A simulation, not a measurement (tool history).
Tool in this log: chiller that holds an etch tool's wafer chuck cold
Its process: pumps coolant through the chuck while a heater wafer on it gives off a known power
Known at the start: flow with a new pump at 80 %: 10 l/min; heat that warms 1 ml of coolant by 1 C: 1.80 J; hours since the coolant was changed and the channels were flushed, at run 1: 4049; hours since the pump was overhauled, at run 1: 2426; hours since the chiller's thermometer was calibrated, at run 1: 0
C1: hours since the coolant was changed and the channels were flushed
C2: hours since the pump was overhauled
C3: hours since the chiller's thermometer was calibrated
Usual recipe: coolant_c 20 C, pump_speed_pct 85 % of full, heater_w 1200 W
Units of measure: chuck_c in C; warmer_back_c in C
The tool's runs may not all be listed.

Run 1, hour 0: usual settings; C1 4049; C2 2426; C3 0. Result: chuck_c 29.8 C, warmer_back_c 3.89 C.
Run 2, hour 119.6: usual settings; C1 4169; C2 2546; C3 120. Result: chuck_c 29.8 C, warmer_back_c 3.89 C.
Run 3, hour 231.5: usual settings; C1 4281; C2 2658; C3 231. Result: chuck_c 30 C, warmer_back_c 3.84 C.
Run 4, hour 349.3: usual settings; C1 4398; C2 2775; C3 349. Result: chuck_c 29.6 C, warmer_back_c 3.9 C.
Run 5, hour 424.5: usual settings; C1 4474; C2 2851; C3 425. Result: chuck_c 29.8 C, warmer_back_c 3.89 C.
Run 6, hour 556.3: usual settings but pump_speed_pct 78 % of full; C1 4605; C2 2982; C3 556. Result: chuck_c 30.6 C, warmer_back_c 4.27 C.
Run 7, hour 656.9: usual settings but pump_speed_pct 78 % of full, heater_w 684 W; C1 4706; C2 3083; C3 657. Result: chuck_c 26.4 C, warmer_back_c 2.4 C.
Run 8, hour 742.5: usual settings but pump_speed_pct 78 % of full, heater_w 684 W; C1 4792; C2 3169; C3 743. Result: chuck_c 26.1 C, warmer_back_c 2.44 C.
Run 9, hour 835.8: usual settings but pump_speed_pct 78 % of full, heater_w 684 W; C1 4885; C2 3262; C3 836. Result: chuck_c 26.1 C, warmer_back_c 2.43 C.
Run 10, hour 955: usual settings but pump_speed_pct 78 % of full, heater_w 684 W; C1 5004; C2 3381; C3 955. Result: chuck_c 26.1 C, warmer_back_c 2.46 C.
Run 11, hour 1070.5: usual settings but pump_speed_pct 78 % of full, heater_w 684 W; C1 5120; C2 3497; C3 1071. Result: chuck_c 26.3 C, warmer_back_c 2.49 C.
Run 12, hour 1143.1: usual settings but pump_speed_pct 78 % of full, heater_w 684 W; C1 5192; C2 3569; C3 1143. Result: chuck_c 26.2 C, warmer_back_c 2.43 C.
Run 13, hour 1261.2: usual settings but pump_speed_pct 70 % of full; C1 5310; C2 3687; C3 1261. Result: chuck_c 31.6 C, warmer_back_c 4.89 C.
Run 14, hour 1346.7: usual settings but coolant_c 18 C, pump_speed_pct 95 % of full, heater_w 775 W; C1 5396; C2 3773; C3 1347. Result: chuck_c 24.2 C, warmer_back_c 2.2 C.
Run 15, hour 1512.9: usual settings but heater_w 1511 W; C1 5562; C2 3939; C3 1513. Result: chuck_c 32.8 C, warmer_back_c 4.97 C.
Run 16, hour 1616.4: usual settings but heater_w 1511 W; C1 5665; C2 4042; C3 1616. Result: chuck_c 32.8 C, warmer_back_c 4.93 C.
Run 17, hour 1691.7: usual settings but coolant_c 26 C, pump_speed_pct 61 % of full, heater_w 1427 W; C1 5741; C2 4118; C3 1692. Result: chuck_c 41.4 C, warmer_back_c 6.83 C.
Run 18, hour 1822.6: usual settings but coolant_c 26 C, pump_speed_pct 61 % of full, heater_w 1427 W; C1 5872; C2 4249; C3 1823. Result: chuck_c 41.3 C, warmer_back_c 6.78 C.
Run 19, hour 1925.1: usual settings but coolant_c 26 C, pump_speed_pct 61 % of full, heater_w 1427 W; C1 5974; C2 4351; C3 1925. Result: chuck_c 41.4 C, warmer_back_c 6.84 C.
Run 20, hour 2083.6: usual settings but coolant_c 19 C, pump_speed_pct 61 % of full, heater_w 692 W; C1 6133; C2 4510; C3 2084. Result: chuck_c 26.6 C, warmer_back_c 3.32 C.
Run 21, hour 2244: usual settings but coolant_c 23 C, pump_speed_pct 71 % of full, heater_w 850 W; C1 6293; C2 4670; C3 2244. Result: chuck_c 31.4 C, warmer_back_c 3.43 C.
Run 22, hour 2351.3: usual settings but coolant_c 23 C, pump_speed_pct 99 % of full, heater_w 1150 W; C1 6400; C2 4777; C3 2351. Result: chuck_c 32 C, warmer_back_c 3.22 C.
Run 23, hour 2524.3: usual settings but coolant_c 17 C, pump_speed_pct 61 % of full, heater_w 775 W; C1 6573; C2 4950; C3 2524. Result: chuck_c 25.6 C, warmer_back_c 3.76 C.
Run 24, hour 2635.4: usual settings but coolant_c 26 C, pump_speed_pct 89 % of full, heater_w 1216 W; C1 6685; C2 5062; C3 2635. Result: chuck_c 36.4 C, warmer_back_c 3.79 C.
Run 25, hour 2804.1: usual settings but coolant_c 12 C, pump_speed_pct 80 % of full, heater_w 626 W; C1 6853; C2 5230; C3 2804. Result: chuck_c 17.9 C, warmer_back_c 2.23 C.
Run 26, hour 2891.2: usual settings but heater_w 1127 W; C1 6940; C2 5317; C3 2891. Result: chuck_c 30.1 C, warmer_back_c 3.72 C.

What if the next run were any one of these 3? Each begins from the tool's condition after run 26:
Run A, hour 3059.1: usual settings but coolant_c 24 C, pump_speed_pct 90 % of full, heater_w 834 W; C1 7108; C2 5485; C3 3059. Result: chuck_c ?, warmer_back_c ?.
Run B, hour 3059.1: usual settings but coolant_c 30 C, heater_w 1127 W; C1 7108; C2 5485; C3 3059. Result: chuck_c ?, warmer_back_c ?.
Run C, hour 3059.1: usual settings; C1 7108; C2 5485; C3 3059. Result: chuck_c ?, warmer_back_c ?.

run  chuck_c  warmer_back_c
  A     31.4            2.6
  B     40.2           3.74
  C     30.5           3.99
Had the tool no hidden state, the same runs would have come out as:
run  chuck_c  warmer_back_c
  A     30.2           2.44
  B     38.7           3.52
  C     28.9           3.75

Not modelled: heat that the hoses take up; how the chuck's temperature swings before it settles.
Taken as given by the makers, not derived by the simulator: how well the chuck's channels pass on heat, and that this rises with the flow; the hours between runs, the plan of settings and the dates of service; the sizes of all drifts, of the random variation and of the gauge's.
